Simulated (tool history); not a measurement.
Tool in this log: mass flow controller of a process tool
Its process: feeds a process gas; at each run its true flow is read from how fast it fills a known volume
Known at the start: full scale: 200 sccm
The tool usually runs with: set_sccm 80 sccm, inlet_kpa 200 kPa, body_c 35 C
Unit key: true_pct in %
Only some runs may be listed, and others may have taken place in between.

| run | day | set_sccm | inlet_kpa | body_c | true_pct |
|---|---|---|---|---|---|
| 1 | 0 | 80 | 200 | 35 | 100.26 |
| 2 | 1.596 | 80 | 200 | 35 | 100.21 |
| 3 | 4.196 | 80 | 200 | 35 | 100.14 |
| 4 | 6.788 | 80 | 200 | 35 | 100.12 |
| 5 | 8.225 | 80 | 200 | 35 | 99.97 |
| 6 | 10.433 | 138 | 200 | 35 | 100.28 |
| 7 | 13.512 | 138 | 200 | 35 | 100.07 |
| 8 | 15.192 | 102 | 200 | 35 | 99.79 |
| 9 | 16.833 | 80 | 200 | 27 | 98.73 |
| 10 | 18.504 | 80 | 200 | 27 | 98.56 |
| 11 | 20.133 | 80 | 200 | 27 | 98.61 |
| 12 | 23.188 | 80 | 200 | 27 | 98.39 |
| 13 | 24.675 | 80 | 200 | 35 | 99.1 |
| 14 | 27.708 | 80 | 200 | 35 | 99.05 |
| 15 | 29.712 | 80 | 200 | 35 | 98.94 |
| 16 | 31.85 | 80 | 200 | 35 | 98.89 |
| 17 | 35.271 | 107 | 195 | 34 | 98.72 |

Estimate the outcome of run 18 from the log above:
| 18 | 38.812 | 22 | 195 | 23 | ? |

{"run 18": {"true_pct": 96.93}}
The same run, on a tool lacking any hidden state, would have yielded true_pct 98.66 %.
